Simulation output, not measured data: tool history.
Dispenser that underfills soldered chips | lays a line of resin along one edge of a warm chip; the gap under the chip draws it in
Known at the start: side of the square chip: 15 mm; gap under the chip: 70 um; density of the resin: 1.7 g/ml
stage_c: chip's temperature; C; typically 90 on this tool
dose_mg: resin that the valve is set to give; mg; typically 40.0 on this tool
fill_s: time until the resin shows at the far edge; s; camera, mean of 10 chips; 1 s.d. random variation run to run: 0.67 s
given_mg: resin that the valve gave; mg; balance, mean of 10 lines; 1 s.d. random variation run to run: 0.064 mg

run,hour,stage_c,dose_mg,fill_s,given_mg
1,0.0,90,40.0,77.1,39.70
2,4.1,90,40.0,85.6,39.65
# hour 9.6: new syringe of resin
3,10.7,90,40.0,64.4,39.56
4,16.7,90,42.0,74.3,41.43
5,23.3,90,42.0,85.0,41.53
# hour 27.4: new syringe of resin
6,28.6,90,42.0,63.4,41.38
7,34.6,90,40.0,75.9,39.30
8,41.0,90,37.2,91.7,36.50
# hour 45.0: new syringe of resin
9,47.2,90,44.9,65.8,43.97
10,52.7,90,44.9,76.4,43.84
11,57.7,90,40.0,87.1,38.95
12,62.0,90,40.0,99.2,39.10
# hour 62.9: new syringe of resin
13,68.3,90,40.0,73.4,38.87
14,73.2,90,40.0,82.1,38.79
15,77.8,89,49.5,95.2,48.00
# hour 80.9: new syringe of resin
16,82.7,78,45.7,94.4,44.19
17,86.3,91,35.8,72.1,34.54
18,92.7,91,35.8,85.8,34.70
# hour 96.7: dispensing valve cleaned and set on the balance
# hour 99.5: new syringe of resin
19,100.7,87,36.1,73.4,36.00
20,106.2,87,36.1,86.7,35.87
21,109.7,77,38.8,128.6,38.55
22,114.6,83,46.9,116.0,46.50
# hour 117.2: new syringe of resin
23,121.1,77,46.9,102.1,46.46
24,126.8,93,42.5,72.2,41.96
25,131.7,82,41.1,116.7,40.51
# hour 134.9: new syringe of resin
26,136.8,90,40.1,66.1,39.42

Each row is a separate what-if for the run after 26, all from the same tool condition, not one after another. Results?
A,142.4,93,46.7,?,?
B,142.4,80,41.4,?,?
C,142.4,91,40.1,?,?

run,fill_s,given_mg
A,68.0,46.05
B,105.9,40.57
C,75.2,39.47
Stripped of hidden state, with their random variation kept, the same runs would have yielded:
run,fill_s,given_mg
A,53.2,46.76
B,82.3,41.19
C,58.5,40.07
